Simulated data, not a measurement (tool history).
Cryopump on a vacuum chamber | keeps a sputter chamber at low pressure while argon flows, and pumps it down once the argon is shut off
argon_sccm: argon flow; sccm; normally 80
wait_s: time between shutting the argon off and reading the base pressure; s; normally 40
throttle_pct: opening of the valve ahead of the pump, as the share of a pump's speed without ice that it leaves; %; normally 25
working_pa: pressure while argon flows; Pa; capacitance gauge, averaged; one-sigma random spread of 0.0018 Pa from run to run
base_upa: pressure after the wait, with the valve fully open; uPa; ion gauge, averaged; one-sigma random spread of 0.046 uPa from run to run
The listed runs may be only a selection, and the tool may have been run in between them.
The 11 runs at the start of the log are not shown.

| run | hour | argon_sccm | wait_s | throttle_pct | working_pa | base_upa |
|---|---|---|---|---|---|---|
| 12 | 428.9 | 40 | 40 | 25 | 0.2277 | 5.79 |
| 13 | 465.8 | 40 | 40 | 25 | 0.2306 | 5.83 |
| 14 | 493.2 | 100 | 40 | 25 | 0.5743 | 5.88 |
|  | 529.2 | pump warmed up, emptied and cooled again |
| 15 | 549.3 | 100 | 40 | 25 | 0.5463 | 5.34 |
| 16 | 592.6 | 100 | 40 | 25 | 0.5495 | 5.5 |
|  | 599.9 | leaking fittings of the chamber tightened, without venting |
| 17 | 627.4 | 80 | 40 | 25 | 0.4315 | 2.82 |
| 18 | 673.7 | 80 | 40 | 25 | 0.4328 | 2.9 |
| 19 | 698.2 | 80 | 30 | 25 | 0.4396 | 3.75 |
| 20 | 753.8 | 147 | 76 | 27 | 0.7631 | 1.87 |
| 21 | 795.2 | 53 | 66 | 27 | 0.2754 | 2.17 |
| 22 | 824.1 | 53 | 66 | 27 | 0.2722 | 2.21 |
| 23 | 880.7 | 80 | 40 | 19 | 0.5836 | 3.34 |
| 24 | 908.1 | 80 | 21 | 24 | 0.4665 | 5.57 |
| 25 | 952.6 | 38 | 276 | 24 | 0.2227 | 1.33 |
| 26 | 995.8 | 38 | 276 | 24 | 0.224 | 1.41 |
| 27 | 1036 | 76 | 30 | 55 | 0.2087 | 4.5 |
| 28 | 1085.7 | 45 | 30 | 18 | 0.3508 | 4.54 |
| 29 | 1142.7 | 104 | 43 | 25 | 0.5965 | 3.69 |
| 30 | 1182 | 59 | 40 | 25 | 0.3393 | 3.96 |
| 31 | 1211.5 | 83 | 40 | 25 | 0.4817 | 3.98 |
|  | 1227.7 | pump warmed up, emptied and cooled again |
| 32 | 1267.4 | 142 | 40 | 25 | 0.77 | 3.84 |
| 33 | 1305.9 | 77 | 156 | 33 | 0.3212 | 2.1 |
| 34 | 1336.8 | 58 | 36 | 33 | 0.2412 | 4.31 |

Branching from run 34: 3 alternative next runs. What would each branch give?
| A | 1363.9 | 80 | 36 | 57 | ? | ? |
| B | 1363.9 | 47 | 92 | 35 | ? | ? |
| C | 1363.9 | 80 | 74 | 25 | ? | ? |

| run | working_pa | base_upa |
|---|---|---|
| A | 0.197 | 4.32 |
| B | 0.1842 | 2.63 |
| C | 0.4385 | 2.94 |
With the hidden condition removed and each run's random variation left untouched, the same runs would have given:
| run | working_pa | base_upa |
|---|---|---|
| A | 0.1878 | 3 |
| B | 0.1788 | 1.33 |
| C | 0.4292 | 1.61 |

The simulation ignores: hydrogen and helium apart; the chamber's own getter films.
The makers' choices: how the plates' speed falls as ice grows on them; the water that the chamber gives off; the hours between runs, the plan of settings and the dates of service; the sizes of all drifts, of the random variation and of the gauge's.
